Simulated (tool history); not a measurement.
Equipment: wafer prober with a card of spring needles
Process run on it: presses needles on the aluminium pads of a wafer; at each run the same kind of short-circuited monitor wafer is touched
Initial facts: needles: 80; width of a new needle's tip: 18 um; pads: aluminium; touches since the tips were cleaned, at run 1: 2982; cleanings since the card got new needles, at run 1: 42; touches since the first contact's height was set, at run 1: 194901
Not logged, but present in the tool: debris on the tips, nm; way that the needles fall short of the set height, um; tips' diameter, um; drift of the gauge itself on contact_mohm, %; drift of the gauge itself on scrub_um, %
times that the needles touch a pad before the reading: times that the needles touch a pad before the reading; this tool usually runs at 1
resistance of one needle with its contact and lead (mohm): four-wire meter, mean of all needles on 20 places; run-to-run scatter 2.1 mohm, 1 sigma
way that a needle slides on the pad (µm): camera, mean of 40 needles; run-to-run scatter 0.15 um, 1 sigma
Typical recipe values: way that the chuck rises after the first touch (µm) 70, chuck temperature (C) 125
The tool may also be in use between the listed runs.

run   hour  way that the chuck rises after the first touch (µm)  chuck temperature (C)  times that the needles touch a pad before the reading  touches since the tips were cleaned  cleanings since the card got new needles  touches since the first contact's height was set  resistance of one needle with its contact and lead (mohm)  way that a needle slides on the pad (µm)
  1      0                                                   70                    125                                                      1                                 2982                                        42                                            194901                                                        232                                     19.15
         9  -- tips cleaned on abrasive film
  2   28.3                                                   70                    125                                                      1                                 3276                                        43                                            199678                                                        230                                     19.16
      34.1  -- tips cleaned on abrasive film
  3   41.3                                                   70                    125                                                      1                                 1230                                        44                                            201860                                                        227                                      19.1
  4   54.5                                                   70                    125                                                      1                                 3456                                        44                                            204086                                                        235                                      19.1
        59  -- tips cleaned on abrasive film
  5   82.7                                                   70                    125                                                      1                                 4019                                        45                                            208848                                                        234                                     19.05
      85.1  -- tips cleaned on abrasive film
  6    102                                                   70                    125                                                      1                                 2856                                        46                                            212089                                                        233                                      19.1
     111.1  -- tips cleaned on abrasive film
  7  120.1                                                   52                    125                                                      1                                 1513                                        47                                            215133                                                        236                                     14.31
     136.1  -- tips cleaned on abrasive film
  8  138.2                                                   52                    125                                                      1                                  356                                        48                                            218175                                                        237                                     14.15
  9  160.3                                                   52                    125                                                      1                                 4095                                        48                                            221914                                                        235                                     14.38
     162.5  -- tips cleaned on abrasive film
     188.1  -- tips cleaned on abrasive film
 10  188.1                                                   56                    125                                                      1                                    6                                        50                                            226587                                                        233                                      15.2
     195.2  -- height of the first contact set anew
       213  -- tips cleaned on abrasive film
 11  216.1                                                   70                    108                                                      1                                  524                                        51                                              3519                                                        230                                     19.22
     237.8  -- tips cleaned on abrasive film
 12  237.8                                                   70                    101                                                      1                                    0                                        52                                              7179                                                        224                                     19.25
 13    259                                                   70                     49                                                      1                                 3586                                        52                                             10765                                                        217                                     19.16
     263.5  -- tips cleaned on abrasive film
 14  283.1                                                   70                    125                                                      1                                 3327                                        53                                             14825                                                        235                                     19.25
     288.5  -- tips cleaned on abrasive film
 15  308.6                                                   85                    125                                                      1                                 3394                                        54                                             19113                                                        230                                     23.44
     313.1  -- tips cleaned on abrasive film
 16  324.9                                                   65                     64                                                      3                                 1991                                        55                                             21857                                                        217                                     18.01
     338.7  -- tips cleaned on abrasive film
 17  343.9                                                   54                    125                                                      1                                  893                                        56                                             25064                                                        236                                     14.85
     363.6  -- tips cleaned on abrasive film
 18  366.9                                                   70                     68                                                      1                                  564                                        57                                             28940                                                        219                                     19.17
 19  385.5                                                   54                    125                                                      1                                 3704                                        57                                             32080                                                        240                                     15.02
     388.4  -- tips cleaned on abrasive film
 20  412.5                                                   57                     82                                                      1                                 4069                                        58                                             36623                                                        226                                     15.63
       415  -- tips cleaned on abrasive film
 21  429.8                                                   57                     82                                                      1                                 2509                                        59                                             39541                                                        224                                     15.52
     440.2  -- tips cleaned on abrasive film
 22  452.1                                                   57                     82                                                      1                                 2004                                        60                                             43290                                                        223                                     15.59
     465.8  -- tips cleaned on abrasive film
 23  465.9                                                   57                     82                                                      1                                    2                                        61                                             45605                                                        225                                     15.42
     491.1  -- tips cleaned on abrasive film
 24  491.7                                                   60                    125                                                      1                                  107                                        62                                             49960                                                        233                                     16.48
     516.1  -- tips cleaned on abrasive film
 25    517                                                   60                    125                                                      1                                  151                                        63                                             54224                                                        236                                     16.57
 26  531.3                                                   70                     32                                                      1                                 2578                                        63                                             56651                                                        215                                     19.21
     541.4  -- tips cleaned on abrasive film
 27  556.3                                                   65                     78                                                      1                                 2509                                        64                                             60853                                                        227                                     17.73
     566.8  -- tips cleaned on abrasive film
 28    583                                                   51                     78                                                      1                                 2743                                        65                                             65357                                                        227                                     13.91

What if the next run were any one of these 5? Each begins from the tool's condition after run 28:
     592.2  -- tips cleaned on abrasive film
  A  602.4                                                   52                     78                                                      2                                 1730                                        66                                             68621                                                          ?                                         ?
     592.2  -- tips cleaned on abrasive film
  B  602.4                                                   70                    125                                                      2                                 1730                                        66                                             68621                                                          ?                                         ?
     592.2  -- tips cleaned on abrasive film
  C  602.4                                                   84                    117                                                      1                                 1730                                        66                                             68621                                                          ?                                         ?
     592.2  -- tips cleaned on abrasive film
  D  602.4                                                   76                     48                                                      2                                 1730                                        66                                             68621                                                          ?                                         ?
     592.2  -- tips cleaned on abrasive film
  E  602.4                                                   52                     43                                                      2                                 1730                                        66                                             68621                                                          ?                                         ?

run  resistance of one needle with its contact and lead (mohm)  way that a needle slides on the pad (µm)
  A                                                        227                                     14.18
  B                                                        234                                     19.34
  C                                                        230                                     23.05
  D                                                        218                                     20.94
  E                                                        221                                     14.32
Take away the tool's hidden state, keep each run's random variation, and the runs would have read:
run  resistance of one needle with its contact and lead (mohm)  way that a needle slides on the pad (µm)
  A                                                        227                                     14.19
  B                                                        233                                     19.34
  C                                                        230                                     23.06
  D                                                        218                                     20.95
  E                                                        220                                     14.33
